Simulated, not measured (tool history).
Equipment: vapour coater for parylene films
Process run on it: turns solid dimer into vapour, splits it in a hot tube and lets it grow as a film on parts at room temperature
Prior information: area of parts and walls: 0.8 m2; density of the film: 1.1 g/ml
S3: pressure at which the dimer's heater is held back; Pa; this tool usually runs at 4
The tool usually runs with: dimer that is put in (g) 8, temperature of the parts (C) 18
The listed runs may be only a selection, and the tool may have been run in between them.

{"run": 1, "day": 0.0, "dimer that is put in (g)": 8, "temperature of the parts (C)": 18, "S3": 4, "thickness of the film (nm)": 6420}
{"run": 2, "day": 2.029, "dimer that is put in (g)": 8, "temperature of the parts (C)": 18, "S3": 4, "thickness of the film (nm)": 6500}
{"run": 3, "day": 3.383, "dimer that is put in (g)": 8, "temperature of the parts (C)": 18, "S3": 4, "thickness of the film (nm)": 6470}
{"run": 4, "day": 4.638, "dimer that is put in (g)": 8, "temperature of the parts (C)": 18, "S3": 4, "thickness of the film (nm)": 6420}
{"run": 5, "day": 6.5, "dimer that is put in (g)": 8, "temperature of the parts (C)": 18, "S3": 4, "thickness of the film (nm)": 6460}
{"run": 6, "day": 7.712, "dimer that is put in (g)": 8, "temperature of the parts (C)": 18, "S3": 3.86, "thickness of the film (nm)": 6510}
{"run": 7, "day": 9.617, "dimer that is put in (g)": 8, "temperature of the parts (C)": 18, "S3": 4, "thickness of the film (nm)": 6410}
{"run": 8, "day": 11.238, "dimer that is put in (g)": 8, "temperature of the parts (C)": 18, "S3": 4, "thickness of the film (nm)": 6430}
{"run": 9, "day": 13.158, "dimer that is put in (g)": 8, "temperature of the parts (C)": 18, "S3": 4, "thickness of the film (nm)": 6470}
{"day": 15.05, "done": "trap's valve overhauled"}
{"run": 10, "day": 15.05, "dimer that is put in (g)": 5, "temperature of the parts (C)": 18, "S3": 4, "thickness of the film (nm)": 4020}
{"run": 11, "day": 16.438, "dimer that is put in (g)": 5, "temperature of the parts (C)": 18, "S3": 4, "thickness of the film (nm)": 4010}
{"run": 12, "day": 17.938, "dimer that is put in (g)": 5, "temperature of the parts (C)": 18, "S3": 4, "thickness of the film (nm)": 3970}
{"run": 13, "day": 18.996, "dimer that is put in (g)": 5, "temperature of the parts (C)": 18, "S3": 4, "thickness of the film (nm)": 3990}
{"run": 14, "day": 21.179, "dimer that is put in (g)": 8, "temperature of the parts (C)": 18, "S3": 2.22, "thickness of the film (nm)": 7310}
{"run": 15, "day": 22.546, "dimer that is put in (g)": 8, "temperature of the parts (C)": 12, "S3": 2.22, "thickness of the film (nm)": 8680}
{"run": 16, "day": 24.562, "dimer that is put in (g)": 8, "temperature of the parts (C)": 12, "S3": 2.22, "thickness of the film (nm)": 8770}
{"run": 17, "day": 25.838, "dimer that is put in (g)": 8, "temperature of the parts (C)": 28, "S3": 3.08, "thickness of the film (nm)": 4960}
{"run": 18, "day": 27.762, "dimer that is put in (g)": 13, "temperature of the parts (C)": 11, "S3": 6.73, "thickness of the film (nm)": 11350}
{"run": 19, "day": 29.192, "dimer that is put in (g)": 8, "temperature of the parts (C)": 13, "S3": 6.4, "thickness of the film (nm)": 6670}
{"run": 20, "day": 31.358, "dimer that is put in (g)": 6, "temperature of the parts (C)": 18, "S3": 4, "thickness of the film (nm)": 4770}
{"run": 21, "day": 33.146, "dimer that is put in (g)": 8, "temperature of the parts (C)": 23, "S3": 3.5, "thickness of the film (nm)": 5580}
{"run": 22, "day": 35.046, "dimer that is put in (g)": 8, "temperature of the parts (C)": 23, "S3": 3.5, "thickness of the film (nm)": 5620}
{"run": 23, "day": 37.346, "dimer that is put in (g)": 8, "temperature of the parts (C)": 23, "S3": 3.5, "thickness of the film (nm)": 5600}
{"day": 38.292, "done": "trap's valve overhauled"}
{"run": 24, "day": 39.408, "dimer that is put in (g)": 10, "temperature of the parts (C)": 16, "S3": 3.46, "thickness of the film (nm)": 8680}

Run 25 is up next; what results do you expect?
{"run": 25, "day": 40.721, "dimer that is put in (g)": 14, "temperature of the parts (C)": 13, "S3": 4.27, "thickness of the film (nm)": "?"}

thickness of the film (nm): 12550
Were there no unlogged condition in the tool, this run, its random variation unchanged, would have produced thickness of the film (nm) 12880.
